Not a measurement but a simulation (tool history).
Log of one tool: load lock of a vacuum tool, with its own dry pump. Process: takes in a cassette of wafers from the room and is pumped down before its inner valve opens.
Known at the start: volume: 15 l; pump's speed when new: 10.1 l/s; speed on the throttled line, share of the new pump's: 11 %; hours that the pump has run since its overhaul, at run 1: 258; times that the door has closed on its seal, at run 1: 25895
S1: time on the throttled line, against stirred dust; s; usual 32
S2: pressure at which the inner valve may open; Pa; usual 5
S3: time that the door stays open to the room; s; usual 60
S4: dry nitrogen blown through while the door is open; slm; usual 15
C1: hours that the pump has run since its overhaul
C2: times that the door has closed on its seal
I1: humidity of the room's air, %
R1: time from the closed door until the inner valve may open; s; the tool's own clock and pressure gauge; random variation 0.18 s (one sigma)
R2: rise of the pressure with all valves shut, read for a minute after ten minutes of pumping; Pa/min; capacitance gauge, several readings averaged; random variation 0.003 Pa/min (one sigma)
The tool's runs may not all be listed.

{"run": 1, "hour": 0.0, "S1": 32, "S2": 5, "S3": 60, "S4": 15, "C1": 258, "C2": 25895, "I1": 42.2, "R1": 43.8, "R2": 0.146}
{"run": 2, "hour": 437.3, "S1": 32, "S2": 5, "S3": 60, "S4": 15, "C1": 695, "C2": 26398, "I1": 45.6, "R1": 44, "R2": 0.153}
{"run": 3, "hour": 1018.4, "S1": 32, "S2": 5, "S3": 60, "S4": 13, "C1": 1276, "C2": 27067, "I1": 48.2, "R1": 43.8, "R2": 0.165}
{"run": 4, "hour": 1506.3, "S1": 36, "S2": 5, "S3": 60, "S4": 13, "C1": 1764, "C2": 27629, "I1": 45.5, "R1": 47.4, "R2": 0.159}
{"run": 5, "hour": 2124.9, "S1": 36, "S2": 5, "S3": 60, "S4": 13, "C1": 2383, "C2": 28341, "I1": 42.9, "R1": 47.7, "R2": 0.163}
{"run": 6, "hour": 2523.6, "S1": 36, "S2": 5, "S3": 60, "S4": 13, "C1": 2782, "C2": 28801, "I1": 44.1, "R1": 47.7, "R2": 0.168}
{"run": 7, "hour": 2873.3, "S1": 32, "S2": 5, "S3": 60, "S4": 15, "C1": 3131, "C2": 29203, "I1": 44.5, "R1": 43.7, "R2": 0.164}
{"run": 8, "hour": 3335.0, "S1": 37, "S2": 5, "S3": 60, "S4": 15, "C1": 3593, "C2": 29735, "I1": 51.1, "R1": 48.7, "R2": 0.177}
{"run": 9, "hour": 3873.6, "S1": 37, "S2": 5, "S3": 60, "S4": 15, "C1": 4132, "C2": 30355, "I1": 43, "R1": 48.6, "R2": 0.176}
{"run": 10, "hour": 4424.0, "S1": 37, "S2": 5, "S3": 60, "S4": 15, "C1": 4682, "C2": 30989, "I1": 46.8, "R1": 48.9, "R2": 0.179}
{"run": 11, "hour": 4913.6, "S1": 37, "S2": 5, "S3": 60, "S4": 15, "C1": 5172, "C2": 31553, "I1": 43.6, "R1": 48.5, "R2": 0.182}
{"run": 12, "hour": 5295.7, "S1": 37, "S2": 5, "S3": 60, "S4": 20, "C1": 5554, "C2": 31993, "I1": 44.8, "R1": 48.8, "R2": 0.174}
{"run": 13, "hour": 5678.0, "S1": 37, "S2": 5, "S3": 60, "S4": 20, "C1": 5936, "C2": 32433, "I1": 46.6, "R1": 48.7, "R2": 0.184}
{"run": 14, "hour": 6189.5, "S1": 37, "S2": 5, "S3": 60, "S4": 20, "C1": 6447, "C2": 33022, "I1": 47.4, "R1": 48.9, "R2": 0.19}
{"run": 15, "hour": 6832.4, "S1": 37, "S2": 5, "S3": 60, "S4": 20, "C1": 7090, "C2": 33762, "I1": 46.7, "R1": 49.1, "R2": 0.193}
{"run": 16, "hour": 7238.0, "S1": 32, "S2": 5, "S3": 60, "S4": 15, "C1": 7496, "C2": 34229, "I1": 43.4, "R1": 44.3, "R2": 0.204}
{"run": 17, "hour": 7592.6, "S1": 32, "S2": 5, "S3": 60, "S4": 15, "C1": 7850, "C2": 34638, "I1": 45.8, "R1": 45.1, "R2": 0.209}
{"run": 18, "hour": 7930.8, "S1": 32, "S2": 5, "S3": 60, "S4": 15, "C1": 8189, "C2": 35027, "I1": 42, "R1": 44.7, "R2": 0.204}
{"run": 19, "hour": 8503.9, "S1": 32, "S2": 5, "S3": 60, "S4": 15, "C1": 8762, "C2": 35687, "I1": 47.7, "R1": 45.1, "R2": 0.217}
{"run": 20, "hour": 8906.0, "S1": 27, "S2": 7, "S3": 60, "S4": 15, "C1": 9164, "C2": 36150, "I1": 42.8, "R1": 40, "R2": 0.22}
{"run": 21, "hour": 9205.7, "S1": 27, "S2": 7, "S3": 60, "S4": 15, "C1": 9464, "C2": 36495, "I1": 40.7, "R1": 39.9, "R2": 0.213}
{"run": 22, "hour": 9659.8, "S1": 55, "S2": 7, "S3": 60, "S4": 15, "C1": 9918, "C2": 37018, "I1": 44.3, "R1": 64.9, "R2": 0.225}
{"hour": 9935.1, "done": "dry pump taken out, an overhauled one fitted"}
{"run": 23, "hour": 10279.7, "S1": 42, "S2": 5, "S3": 26, "S4": 4, "C1": 345, "C2": 37725, "I1": 44.1, "R1": 52.6, "R2": 0.226}
{"run": 24, "hour": 10572.6, "S1": 42, "S2": 5, "S3": 26, "S4": 4, "C1": 637, "C2": 38062, "I1": 45.3, "R1": 52.7, "R2": 0.23}
{"run": 25, "hour": 11020.8, "S1": 60, "S2": 5, "S3": 26, "S4": 4, "C1": 1086, "C2": 38578, "I1": 45.9, "R1": 69.1, "R2": 0.235}
{"run": 26, "hour": 11569.4, "S1": 60, "S2": 5, "S3": 26, "S4": 4, "C1": 1634, "C2": 39210, "I1": 44.5, "R1": 69.5, "R2": 0.226}
{"run": 27, "hour": 12082.1, "S1": 60, "S2": 5, "S3": 26, "S4": 4, "C1": 2147, "C2": 39801, "I1": 41.1, "R1": 68.8, "R2": 0.237}
{"run": 28, "hour": 12518.5, "S1": 32, "S2": 6, "S3": 195, "S4": 15, "C1": 2583, "C2": 40303, "I1": 42.3, "R1": 43.9, "R2": 0.291}

Forecast run 29:
{"run": 29, "hour": 12927.1, "S1": 32, "S2": 6, "S3": 195, "S4": 15, "C1": 2992, "C2": 40774, "I1": 43.7, "R1": "?", "R2": "?"}

Run 29 gave R1 44.1 s, R2 0.306 Pa/min.
Without the tool's hidden state the same run would have given R1 43.4 s, R2 0.105 Pa/min.
